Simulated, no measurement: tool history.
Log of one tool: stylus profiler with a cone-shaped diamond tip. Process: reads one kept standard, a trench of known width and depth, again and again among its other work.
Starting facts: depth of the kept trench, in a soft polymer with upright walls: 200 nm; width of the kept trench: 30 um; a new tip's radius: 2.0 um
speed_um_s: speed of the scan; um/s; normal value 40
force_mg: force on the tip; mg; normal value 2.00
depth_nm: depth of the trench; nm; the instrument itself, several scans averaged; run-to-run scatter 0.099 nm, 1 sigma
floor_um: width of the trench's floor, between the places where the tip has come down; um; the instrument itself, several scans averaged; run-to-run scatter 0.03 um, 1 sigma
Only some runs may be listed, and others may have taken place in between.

{"run": 1, "hour": 0.0, "speed_um_s": 40, "force_mg": 2.0, "depth_nm": 202.61, "floor_um": 28.0}
{"run": 2, "hour": 19.3, "speed_um_s": 40, "force_mg": 2.0, "depth_nm": 202.58, "floor_um": 27.96}
{"run": 3, "hour": 37.6, "speed_um_s": 40, "force_mg": 2.0, "depth_nm": 202.69, "floor_um": 28.0}
{"run": 4, "hour": 55.3, "speed_um_s": 40, "force_mg": 2.0, "depth_nm": 202.64, "floor_um": 27.94}
{"run": 5, "hour": 78.7, "speed_um_s": 40, "force_mg": 2.0, "depth_nm": 202.74, "floor_um": 27.92}
{"run": 6, "hour": 97.1, "speed_um_s": 40, "force_mg": 2.0, "depth_nm": 202.71, "floor_um": 27.93}
{"run": 7, "hour": 116.4, "speed_um_s": 40, "force_mg": 1.52, "depth_nm": 202.12, "floor_um": 27.98}
{"run": 8, "hour": 139.7, "speed_um_s": 40, "force_mg": 2.0, "depth_nm": 202.69, "floor_um": 27.98}
{"run": 9, "hour": 159.7, "speed_um_s": 40, "force_mg": 2.0, "depth_nm": 202.54, "floor_um": 27.97}
{"run": 10, "hour": 176.9, "speed_um_s": 40, "force_mg": 2.0, "depth_nm": 202.69, "floor_um": 27.96}
{"run": 11, "hour": 188.9, "speed_um_s": 94, "force_mg": 2.0, "depth_nm": 202.61, "floor_um": 27.76}
{"run": 12, "hour": 208.4, "speed_um_s": 94, "force_mg": 2.0, "depth_nm": 202.77, "floor_um": 27.78}
{"run": 13, "hour": 232.4, "speed_um_s": 15, "force_mg": 0.7, "depth_nm": 201.59, "floor_um": 28.05}
{"run": 14, "hour": 250.3, "speed_um_s": 37, "force_mg": 3.83, "depth_nm": 204.09, "floor_um": 27.97}
{"run": 15, "hour": 267.3, "speed_um_s": 37, "force_mg": 3.83, "depth_nm": 204.02, "floor_um": 28.0}
{"run": 16, "hour": 284.3, "speed_um_s": 37, "force_mg": 3.83, "depth_nm": 203.99, "floor_um": 27.95}
{"run": 17, "hour": 304.4, "speed_um_s": 37, "force_mg": 3.83, "depth_nm": 204.11, "floor_um": 28.0}
{"run": 18, "hour": 321.4, "speed_um_s": 37, "force_mg": 2.02, "depth_nm": 202.66, "floor_um": 27.94}
{"run": 19, "hour": 336.9, "speed_um_s": 13, "force_mg": 4.26, "depth_nm": 204.27, "floor_um": 28.06}
{"run": 20, "hour": 350.1, "speed_um_s": 20, "force_mg": 0.86, "depth_nm": 201.72, "floor_um": 27.98}
{"run": 21, "hour": 361.7, "speed_um_s": 18, "force_mg": 0.86, "depth_nm": 201.72, "floor_um": 27.98}
{"run": 22, "hour": 383.3, "speed_um_s": 63, "force_mg": 0.89, "depth_nm": 201.78, "floor_um": 27.72}
{"run": 23, "hour": 406.1, "speed_um_s": 119, "force_mg": 1.13, "depth_nm": 201.91, "floor_um": 27.56}

Consider 5 possible next runs. They are alternatives, not a sequence: every one starts from the tool as it was left by run 23. What does each give?
{"run": "A", "hour": 420.7, "speed_um_s": 24, "force_mg": 1.26, "depth_nm": "?", "floor_um": "?"}
{"run": "B", "hour": 420.7, "speed_um_s": 23, "force_mg": 3.21, "depth_nm": "?", "floor_um": "?"}
{"run": "C", "hour": 420.7, "speed_um_s": 119, "force_mg": 3.63, "depth_nm": "?", "floor_um": "?"}
{"run": "D", "hour": 420.7, "speed_um_s": 134, "force_mg": 2.0, "depth_nm": "?", "floor_um": "?"}
{"run": "E", "hour": 420.7, "speed_um_s": 154, "force_mg": 1.29, "depth_nm": "?", "floor_um": "?"}

run=A depth_nm=202.22 floor_um=27.95
run=B depth_nm=203.80 floor_um=28.05
run=C depth_nm=203.91 floor_um=27.82
run=D depth_nm=202.91 floor_um=27.60
run=E depth_nm=202.18 floor_um=27.40
With the hidden condition removed and each run's random variation left untouched, the same runs would have given:
run=A depth_nm=201.93 floor_um=28.12
run=B depth_nm=203.51 floor_um=28.22
run=C depth_nm=203.62 floor_um=28.00
run=D depth_nm=202.62 floor_um=27.78
run=E depth_nm=201.89 floor_um=27.58
